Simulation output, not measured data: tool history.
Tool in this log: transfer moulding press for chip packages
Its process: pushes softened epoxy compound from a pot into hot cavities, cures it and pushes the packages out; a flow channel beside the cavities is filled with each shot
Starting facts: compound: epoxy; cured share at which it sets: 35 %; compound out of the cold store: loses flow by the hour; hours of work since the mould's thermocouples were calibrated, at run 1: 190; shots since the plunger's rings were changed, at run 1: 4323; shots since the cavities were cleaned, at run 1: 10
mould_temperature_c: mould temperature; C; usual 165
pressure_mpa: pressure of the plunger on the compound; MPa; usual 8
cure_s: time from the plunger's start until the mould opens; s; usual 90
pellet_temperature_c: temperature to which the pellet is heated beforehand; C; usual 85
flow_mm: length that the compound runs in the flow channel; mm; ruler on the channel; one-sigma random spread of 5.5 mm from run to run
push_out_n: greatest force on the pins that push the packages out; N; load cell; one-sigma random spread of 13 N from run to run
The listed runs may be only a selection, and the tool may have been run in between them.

| run | hour | mould_temperature_c | pressure_mpa | cure_s | pellet_temperature_c | hours of work since the mould's thermocouples were calibrated | shots since the plunger's rings were changed | shots since the cavities were cleaned | incoming compound's hours out of the cold store | flow_mm | push_out_n |
|---|---|---|---|---|---|---|---|---|---|---|---|
| 1 | 0 | 165 | 8 | 90 | 85 | 190 | 4323 | 10 | 46.1 | 722 | 589 |
| 2 | 9.4 | 165 | 8 | 90 | 85 | 197 | 4435 | 122 | 28.2 | 789 | 852 |
| 3 | 23.9 | 165 | 8 | 71 | 85 | 206 | 4608 | 295 | 38.8 | 750 | 1639 |
| 4 | 35.6 | 165 | 8 | 90 | 77 | 214 | 4747 | 434 | 21.8 | 809 | 1169 |
|  | 41.4 | plunger's sealing rings changed |
| 5 | 59.3 | 165 | 8 | 90 | 77 | 228 | 214 | 688 | 15.8 | 912 | 1215 |
|  | 73.4 | cavities cleaned with cleaning compound and waxed |
| 6 | 79 | 165 | 8 | 90 | 77 | 240 | 432 | 68 | 32.2 | 848 | 731 |
| 7 | 99.8 | 171 | 8.23 | 90 | 86 | 254 | 679 | 315 | 18.8 | 887 | 809 |
| 8 | 115.8 | 171 | 8.23 | 71 | 86 | 264 | 870 | 506 | 39.3 | 797 | 1197 |
| 9 | 125.8 | 171 | 8.23 | 71 | 86 | 271 | 990 | 626 | 15.6 | 892 | 1333 |
| 10 | 136.6 | 171 | 8.23 | 71 | 86 | 278 | 1119 | 755 | 42.5 | 788 | 1259 |
|  | 144.5 | cavities cleaned with cleaning compound and waxed |
| 11 | 146.8 | 171 | 7.2 | 115 | 86 | 284 | 1222 | 27 | 30.6 | 782 | 450 |
| 12 | 157.7 | 165 | 8.34 | 116 | 94 | 291 | 1353 | 158 | 23.6 | 885 | 631 |

Each row is a separate what-if for the run after 12, all from the same tool condition, not one after another. Results?
| A | 173.9 | 165 | 8.34 | 98 | 94 | 302 | 1546 | 351 | 15 | ? | ? |
| B | 173.9 | 165 | 8.34 | 79 | 94 | 302 | 1546 | 351 | 31.4 | ? | ? |
| C | 173.9 | 162 | 8.34 | 90 | 94 | 302 | 1546 | 351 | 15.7 | ? | ? |
| D | 173.9 | 165 | 7.02 | 90 | 86 | 302 | 1546 | 351 | 47.1 | ? | ? |

| run | flow_mm | push_out_n |
|---|---|---|
| A | 923 | 903 |
| B | 844 | 1304 |
| C | 933 | 1299 |
| D | 720 | 1000 |
Without the tool's unlogged condition, the same runs would have read:
| run | flow_mm | push_out_n |
|---|---|---|
| A | 955 | 525 |
| B | 874 | 769 |
| C | 966 | 767 |
| D | 745 | 586 |

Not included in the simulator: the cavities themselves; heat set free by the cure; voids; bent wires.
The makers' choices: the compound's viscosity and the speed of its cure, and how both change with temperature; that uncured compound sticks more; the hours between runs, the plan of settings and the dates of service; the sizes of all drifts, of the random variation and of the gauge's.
